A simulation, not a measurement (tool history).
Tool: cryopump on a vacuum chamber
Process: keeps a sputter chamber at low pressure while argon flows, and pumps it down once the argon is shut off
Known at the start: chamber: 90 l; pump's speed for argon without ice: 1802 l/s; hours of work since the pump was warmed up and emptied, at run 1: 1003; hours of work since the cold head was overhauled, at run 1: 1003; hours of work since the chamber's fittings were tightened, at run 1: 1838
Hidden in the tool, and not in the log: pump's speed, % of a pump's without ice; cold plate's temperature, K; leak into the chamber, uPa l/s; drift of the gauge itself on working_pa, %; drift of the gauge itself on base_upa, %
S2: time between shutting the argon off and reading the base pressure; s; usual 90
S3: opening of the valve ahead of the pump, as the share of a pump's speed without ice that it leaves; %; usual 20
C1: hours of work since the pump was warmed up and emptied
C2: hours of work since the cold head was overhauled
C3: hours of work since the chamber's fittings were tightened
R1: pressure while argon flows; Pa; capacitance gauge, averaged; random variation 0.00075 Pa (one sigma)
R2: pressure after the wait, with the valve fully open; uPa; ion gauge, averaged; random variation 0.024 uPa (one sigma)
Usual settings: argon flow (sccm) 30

run 1 day=0.000 | argon_flow_(sccm)=30 S2=90 S3=20 | C1=1003 C2=1003 C3=1838 | R1=0.1475 R2=1.96
run 2 day=3.892 | argon_flow_(sccm)=30 S2=90 S3=20 | C1=1043 C2=1043 C3=1878 | R1=0.1479 R2=1.97
run 3 day=8.088 | argon_flow_(sccm)=30 S2=90 S3=20 | C1=1086 C2=1086 C3=1921 | R1=0.1501 R2=1.95
-- day=8.796 pump warmed up, emptied and cooled again
run 4 day=12.217 | argon_flow_(sccm)=30 S2=90 S3=20 | C1=35 C2=1127 C3=1961 | R1=0.1399 R2=1.76
run 5 day=14.996 | argon_flow_(sccm)=30 S2=90 S3=20 | C1=64 C2=1155 C3=1990 | R1=0.1410 R2=1.80
run 6 day=18.033 | argon_flow_(sccm)=30 S2=90 S3=20 | C1=95 C2=1187 C3=2021 | R1=0.1398 R2=1.81
run 7 day=20.654 | argon_flow_(sccm)=30 S2=90 S3=20 | C1=122 C2=1213 C3=2048 | R1=0.1413 R2=1.78
run 8 day=24.779 | argon_flow_(sccm)=30 S2=90 S3=20 | C1=164 C2=1256 C3=2090 | R1=0.1411 R2=1.88
run 9 day=28.000 | argon_flow_(sccm)=23 S2=134 S3=24 | C1=197 C2=1289 C3=2123 | R1=0.0905 R2=1.63
run 10 day=31.692 | argon_flow_(sccm)=50 S2=134 S3=24 | C1=235 C2=1327 C3=2161 | R1=0.1996 R2=1.63
run 11 day=34.362 | argon_flow_(sccm)=13 S2=71 S3=31 | C1=263 C2=1354 C3=2189 | R1=0.0408 R2=2.11
run 12 day=37.521 | argon_flow_(sccm)=13 S2=71 S3=31 | C1=295 C2=1387 C3=2221 | R1=0.0403 R2=2.08
run 13 day=41.058 | argon_flow_(sccm)=30 S2=156 S3=17 | C1=332 C2=1423 C3=2258 | R1=0.1686 R2=1.71

Hidden state at the last listed run before each entry between runs and at the first one after, where it differs:
Between runs 3 and 4: pump warmed up, emptied and cooled again (day 8.796)
  pump's speed, % of a pump's without ice: 78.3 -> 99.3; cold plate's temperature, K: 12.43 -> 12.44; leak into the chamber, uPa l/s: 1901 -> 1934
  measured less the result without the state, R1: +0.0082 -> +0.0004 Pa; R2: +1.17 -> +0.93 uPa
